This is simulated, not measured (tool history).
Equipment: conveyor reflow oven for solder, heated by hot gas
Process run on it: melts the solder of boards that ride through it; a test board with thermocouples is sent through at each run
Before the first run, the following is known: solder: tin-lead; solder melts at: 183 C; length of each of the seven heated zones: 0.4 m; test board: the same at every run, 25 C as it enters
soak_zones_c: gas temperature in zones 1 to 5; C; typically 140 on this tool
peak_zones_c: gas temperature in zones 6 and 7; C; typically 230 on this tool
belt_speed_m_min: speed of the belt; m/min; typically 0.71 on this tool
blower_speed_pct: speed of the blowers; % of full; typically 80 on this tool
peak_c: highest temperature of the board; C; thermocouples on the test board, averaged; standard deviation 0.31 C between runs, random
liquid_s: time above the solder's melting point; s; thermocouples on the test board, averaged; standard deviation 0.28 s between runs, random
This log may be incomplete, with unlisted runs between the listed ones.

run   hour  soak_zones_c  peak_zones_c  belt_speed_m_min  blower_speed_pct  peak_c  liquid_s
  1    0.0           140           230              0.71                80   213.5      48.0
  2   28.6           140           230              0.71                80   213.5      47.8
  3   51.6           140           230              0.71                80   213.1      47.9
  4   70.4           140           230              0.71                80   213.1      48.0
  5   93.9           140           230              0.71                81   213.8      48.3
  6  110.8           140           230              0.71                81   213.2      48.7

For run 7, what comes out?
  7  135.3           140           230              0.71                81       ?         ?

peak_c: 213.2 C
liquid_s: 48.3 s
Without the tool's hidden state the same run would have given peak_c 213.2 C, liquid_s 48.3 s.
